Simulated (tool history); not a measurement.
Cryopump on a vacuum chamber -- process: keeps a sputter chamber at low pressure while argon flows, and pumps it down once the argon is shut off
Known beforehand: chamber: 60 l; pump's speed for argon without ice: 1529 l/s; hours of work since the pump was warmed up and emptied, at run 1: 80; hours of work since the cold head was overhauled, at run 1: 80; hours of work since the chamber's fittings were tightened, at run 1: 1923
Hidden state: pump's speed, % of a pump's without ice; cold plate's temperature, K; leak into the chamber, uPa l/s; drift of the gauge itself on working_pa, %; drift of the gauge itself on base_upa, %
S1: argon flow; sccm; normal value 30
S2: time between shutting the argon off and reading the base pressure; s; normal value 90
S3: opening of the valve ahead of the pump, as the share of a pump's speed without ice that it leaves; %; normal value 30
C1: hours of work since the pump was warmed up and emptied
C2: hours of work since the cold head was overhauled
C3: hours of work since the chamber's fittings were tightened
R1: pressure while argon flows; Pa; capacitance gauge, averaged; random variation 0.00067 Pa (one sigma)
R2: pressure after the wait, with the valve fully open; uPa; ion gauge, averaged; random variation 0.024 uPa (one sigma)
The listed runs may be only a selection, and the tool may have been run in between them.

{"run": 1, "day": 0.0, "S1": 30, "S2": 90, "S3": 30, "C1": 80, "C2": 80, "C3": 1923, "R1": 0.1122, "R2": 1.65}
{"run": 2, "day": 0.592, "S1": 30, "S2": 90, "S3": 19, "C1": 87, "C2": 87, "C3": 1930, "R1": 0.1746, "R2": 1.63}
{"run": 3, "day": 1.046, "S1": 30, "S2": 207, "S3": 30, "C1": 92, "C2": 92, "C3": 1935, "R1": 0.1109, "R2": 1.29}
{"run": 4, "day": 1.571, "S1": 30, "S2": 90, "S3": 30, "C1": 98, "C2": 98, "C3": 1941, "R1": 0.1107, "R2": 1.6}
{"run": 5, "day": 2.2, "S1": 30, "S2": 90, "S3": 30, "C1": 105, "C2": 105, "C3": 1949, "R1": 0.1109, "R2": 1.66}
{"run": 6, "day": 2.729, "S1": 30, "S2": 90, "S3": 30, "C1": 112, "C2": 112, "C3": 1955, "R1": 0.1118, "R2": 1.61}
{"run": 7, "day": 3.383, "S1": 30, "S2": 90, "S3": 30, "C1": 119, "C2": 119, "C3": 1963, "R1": 0.1127, "R2": 1.62}
{"run": 8, "day": 3.658, "S1": 30, "S2": 90, "S3": 16, "C1": 123, "C2": 123, "C3": 1966, "R1": 0.2092, "R2": 1.69}
{"run": 9, "day": 4.275, "S1": 30, "S2": 70, "S3": 16, "C1": 130, "C2": 130, "C3": 1973, "R1": 0.2093, "R2": 1.87}
{"run": 10, "day": 4.562, "S1": 30, "S2": 70, "S3": 16, "C1": 133, "C2": 133, "C3": 1976, "R1": 0.2085, "R2": 1.79}
{"run": 11, "day": 5.175, "S1": 14, "S2": 70, "S3": 16, "C1": 140, "C2": 140, "C3": 1984, "R1": 0.0972, "R2": 1.86}
{"run": 12, "day": 5.704, "S1": 14, "S2": 70, "S3": 16, "C1": 147, "C2": 147, "C3": 1990, "R1": 0.097, "R2": 1.85}
{"run": 13, "day": 6.021, "S1": 15, "S2": 90, "S3": 30, "C1": 150, "C2": 150, "C3": 1994, "R1": 0.0569, "R2": 1.7}
{"run": 14, "day": 6.362, "S1": 15, "S2": 90, "S3": 30, "C1": 154, "C2": 154, "C3": 1998, "R1": 0.055, "R2": 1.7}
{"run": 15, "day": 6.746, "S1": 39, "S2": 136, "S3": 27, "C1": 159, "C2": 159, "C3": 2002, "R1": 0.1615, "R2": 1.46}
{"run": 16, "day": 7.033, "S1": 39, "S2": 136, "S3": 27, "C1": 162, "C2": 162, "C3": 2005, "R1": 0.1612, "R2": 1.41}
{"run": 17, "day": 7.621, "S1": 39, "S2": 136, "S3": 27, "C1": 169, "C2": 169, "C3": 2012, "R1": 0.1618, "R2": 1.5}
{"run": 18, "day": 8.117, "S1": 39, "S2": 136, "S3": 27, "C1": 175, "C2": 175, "C3": 2018, "R1": 0.1615, "R2": 1.44}
{"run": 19, "day": 8.712, "S1": 48, "S2": 258, "S3": 39, "C1": 182, "C2": 182, "C3": 2025, "R1": 0.1381, "R2": 1.26}
{"run": 20, "day": 9.171, "S1": 43, "S2": 61, "S3": 16, "C1": 187, "C2": 187, "C3": 2031, "R1": 0.2994, "R2": 2.04}
{"run": 21, "day": 9.562, "S1": 30, "S2": 22, "S3": 30, "C1": 192, "C2": 192, "C3": 2035, "R1": 0.1118, "R2": 3.68}
{"run": 22, "day": 9.9, "S1": 14, "S2": 22, "S3": 19, "C1": 196, "C2": 196, "C3": 2039, "R1": 0.0818, "R2": 3.83}
{"run": 23, "day": 10.204, "S1": 47, "S2": 33, "S3": 19, "C1": 199, "C2": 199, "C3": 2043, "R1": 0.2779, "R2": 2.92}
{"run": 24, "day": 10.754, "S1": 58, "S2": 72, "S3": 18, "C1": 206, "C2": 206, "C3": 2049, "R1": 0.3591, "R2": 1.88}
{"run": 25, "day": 11.346, "S1": 58, "S2": 72, "S3": 18, "C1": 213, "C2": 213, "C3": 2056, "R1": 0.361, "R2": 1.94}
{"run": 26, "day": 12.004, "S1": 58, "S2": 72, "S3": 18, "C1": 220, "C2": 220, "C3": 2064, "R1": 0.3591, "R2": 1.87}
{"run": 27, "day": 12.533, "S1": 17, "S2": 90, "S3": 23, "C1": 227, "C2": 227, "C3": 2070, "R1": 0.0825, "R2": 1.76}

Forecast each of these 5 alternatives for the next run:
{"run": "A", "day": 12.904, "S1": 17, "S2": 49, "S3": 15, "C1": 231, "C2": 231, "C3": 2074, "R1": "?", "R2": "?"}
{"run": "B", "day": 12.904, "S1": 27, "S2": 84, "S3": 22, "C1": 231, "C2": 231, "C3": 2074, "R1": "?", "R2": "?"}
{"run": "C", "day": 12.904, "S1": 27, "S2": 90, "S3": 52, "C1": 231, "C2": 231, "C3": 2074, "R1": "?", "R2": "?"}
{"run": "D", "day": 12.904, "S1": 17, "S2": 133, "S3": 48, "C1": 231, "C2": 231, "C3": 2074, "R1": "?", "R2": "?"}
{"run": "E", "day": 12.904, "S1": 42, "S2": 146, "S3": 26, "C1": 231, "C2": 231, "C3": 2074, "R1": "?", "R2": "?"}

run=A R1=0.1269 R2=2.29
run=B R1=0.1355 R2=1.80
run=C R1=0.0588 R2=1.70
run=D R1=0.0403 R2=1.49
run=E R1=0.1817 R2=1.44
Take away the tool's hidden state, keep each run's random variation, and the runs would have read:
run=A R1=0.1256 R2=1.42
run=B R1=0.1335 R2=0.94
run=C R1=0.0568 R2=0.85
run=D R1=0.0390 R2=0.63
run=E R1=0.1785 R2=0.59
